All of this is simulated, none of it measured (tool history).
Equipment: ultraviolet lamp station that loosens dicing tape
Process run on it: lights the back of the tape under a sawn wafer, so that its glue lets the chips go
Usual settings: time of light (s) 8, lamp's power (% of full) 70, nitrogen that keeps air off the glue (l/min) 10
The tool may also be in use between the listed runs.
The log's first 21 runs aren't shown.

run     day  time of light (s)  lamp's power (% of full)  nitrogen that keeps air off the glue (l/min)  hours of work of the lamp  hours of work since the window was cleaned  force that peels the tape off (N)  light that reached the tape (mJ/cm²)
 22  27.317                  7                        76                                             9                        628                                         395                              1.022                                   184
 23  29.096                  9                        68                                            18                        649                                         417                              0.566                                   204
 24  30.092                  9                        68                                            18                        662                                         429                              0.580                                   205
 25  31.262                  7                        74                                             3                        676                                         443                              2.008                                   173
 26  32.788                  7                        74                                             3                        695                                         462                              2.013                                   169
 27  33.792                  7                        74                                             3                        707                                         474                              1.965                                   170
 28  35.367                  7                        74                                             3                        726                                         493                              2.045                                   166
 29  37.154                  8                        97                                             9                        748                                         515                              0.568                                   247
 30  38.750                  9                        99                                             4                        767                                         535                              0.717                                   282
     40.646  -- window cleaned of glue's vapour
 31  40.646                  9                        99                                             4                        790                                           0                              0.605                                   301
 32  42.550                  4                        79                                            10                        814                                          23                              2.242                                   104
 33  43.333                  4                        79                                            10                        823                                          33                              2.346                                   107
 34  44.579                 11                        90                                            17                        838                                          48                              0.252                                   320
 35  46.329                 12                        68                                             4                        860                                          69                              0.798                                   263
 36  47.358                  8                        70                                            17                        872                                          82                              0.814                                   176
     48.779  -- lamp changed
 37  49.196                  8                        87                                             4                          5                                         104                              0.515                                   327

What if the next run were any one of these 4? Each begins from the tool's condition after run 37:
  A  50.342                  7                        74                                             3                         19                                         118                                  ?                                     ?
  B  50.342                  8                        83                                             7                         19                                         118                                  ?                                     ?
  C  50.342                  6                        66                                             4                         19                                         118                                  ?                                     ?
  D  50.342                  8                        86                                             8                         19                                         118                                  ?                                     ?

run  force that peels the tape off (N)  light that reached the tape (mJ/cm²)
  A                              1.100                                   240
  B                              0.382                                   313
  C                              1.486                                   186
  D                              0.321                                   327
What these runs would have given with no unlogged condition in the tool:
run  force that peels the tape off (N)  light that reached the tape (mJ/cm²)
  A                              1.046                                   247
  B                              0.362                                   321
  C                              1.422                                   192
  D                              0.305                                   336
